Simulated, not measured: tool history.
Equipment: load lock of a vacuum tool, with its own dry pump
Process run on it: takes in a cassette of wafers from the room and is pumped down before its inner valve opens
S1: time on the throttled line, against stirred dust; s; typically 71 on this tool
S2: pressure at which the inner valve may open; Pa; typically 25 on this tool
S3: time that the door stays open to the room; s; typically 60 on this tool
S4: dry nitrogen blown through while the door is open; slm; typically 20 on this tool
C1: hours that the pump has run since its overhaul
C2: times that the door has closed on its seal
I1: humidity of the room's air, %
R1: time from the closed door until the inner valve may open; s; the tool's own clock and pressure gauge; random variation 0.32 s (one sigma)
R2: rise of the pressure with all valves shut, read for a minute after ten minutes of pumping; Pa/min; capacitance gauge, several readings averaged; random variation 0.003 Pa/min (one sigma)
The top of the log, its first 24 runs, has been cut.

run      day   S1  S2   S3  S4    C1     C2    I1     R1     R2
 25   79.817  113  25   58  14   821  26812  47.1  138.2  0.109
 26   83.017  116  25   58  14   898  27164  42.6  142.3  0.102
 27   87.071  116  25   58  14   995  27609  48.8  140.9  0.115
 28   89.633  129  50   57   7  1057  27890  43.2  149.6  0.111
 29   93.042  129  19  179   7  1139  28265  43.4  155.2  0.169
 30   97.212   83  43  166  20  1239  28723  47.2  109.2  0.155
 31   99.100   45  20   60  20  1284  28930  49.3   79.3  0.110
 32  102.992   71  25   60  20  1377  29357  46.5  101.4  0.117
 33  105.212   71  25   60  20  1431  29601  44.4  101.5  0.114
 34  108.542   71  25   60  31  1510  29967  47.4  101.7  0.112
 35  110.538   71  25   60  31  1558  30186  44.5  101.6  0.101
 36  113.442   71  25   60  31  1628  30505  46.6  101.2  0.109
 37  115.304   71  25   60  31  1673  30709  42.2  101.8  0.103

4 ways to go on from here, each from the tool as it stands after run 37. What would each give?
  A  119.021   67  25  60  20  1762  31118  43.5   ?   ?
  B  119.021   71  25  60  35  1762  31118  46.9   ?   ?
  C  119.021   71  24  90  17  1762  31118  43.7   ?   ?
  D  119.021  116  21  60  31  1762  31118  42.1   ?   ?

run     R1     R2
  A   97.7  0.113
  B  101.5  0.105
  C  101.2  0.130
  D  142.4  0.108
Without the tool's hidden state the same runs would have given:
run     R1     R2
  A   97.0  0.047
  B  100.7  0.040
  C  100.5  0.063
  D  141.8  0.042
